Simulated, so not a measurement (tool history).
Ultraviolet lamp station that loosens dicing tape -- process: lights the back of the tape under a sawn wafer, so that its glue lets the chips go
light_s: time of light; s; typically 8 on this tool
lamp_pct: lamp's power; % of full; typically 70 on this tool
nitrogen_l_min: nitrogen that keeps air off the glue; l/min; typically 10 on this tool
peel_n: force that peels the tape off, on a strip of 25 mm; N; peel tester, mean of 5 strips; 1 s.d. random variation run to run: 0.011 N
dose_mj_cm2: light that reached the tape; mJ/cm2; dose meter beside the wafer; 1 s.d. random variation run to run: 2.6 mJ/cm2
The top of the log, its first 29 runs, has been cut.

| run | hour | light_s | lamp_pct | nitrogen_l_min | peel_n | dose_mj_cm2 |
|---|---|---|---|---|---|---|
| 30 | 519.2 | 5 | 89 | 3 | 2.249 | 207 |
| 31 | 535.0 | 6 | 60 | 12 | 1.465 | 165 |
| 32 | 555.0 | 12 | 65 | 7 | 0.534 | 354 |
| 33 | 565.4 | 8 | 84 | 10 | 0.553 | 298 |
| 34 | 583.7 | 9 | 94 | 9 | 0.393 | 379 |
| 35 | 594.9 | 8 | 70 | 6 | 1.153 | 244 |
| 36 | 610.3 | 10 | 65 | 10 | 0.606 | 292 |
| 37 | 625.0 | 5 | 72 | 7 | 1.968 | 158 |
|  | 627.3 | window cleaned of glue's vapour |
| 38 | 646.6 | 8 | 70 | 4 | 1.258 | 274 |
| 39 | 664.8 | 8 | 70 | 4 | 1.263 | 279 |
| 40 | 676.3 | 8 | 70 | 4 | 1.299 | 280 |
| 41 | 690.6 | 8 | 70 | 4 | 1.263 | 278 |
| 42 | 705.1 | 11 | 67 | 4 | 0.786 | 365 |
| 43 | 721.1 | 8 | 69 | 10 | 0.696 | 268 |

Branching from run 43: 4 alternative next runs. What would each branch give?
| A | 738.4 | 8 | 99 | 10 | ? | ? |
| B | 738.4 | 7 | 75 | 10 | ? | ? |
| C | 738.4 | 5 | 88 | 10 | ? | ? |
| D | 738.4 | 7 | 70 | 10 | ? | ? |

| run | peel_n | dose_mj_cm2 |
|---|---|---|
| A | 0.358 | 382 |
| B | 0.782 | 256 |
| C | 1.019 | 213 |
| D | 0.828 | 238 |
Take away the tool's hidden state, keep each run's random variation, and the runs would have read:
| run | peel_n | dose_mj_cm2 |
|---|---|---|
| A | 0.278 | 447 |
| B | 0.584 | 300 |
| C | 0.775 | 249 |
| D | 0.621 | 279 |
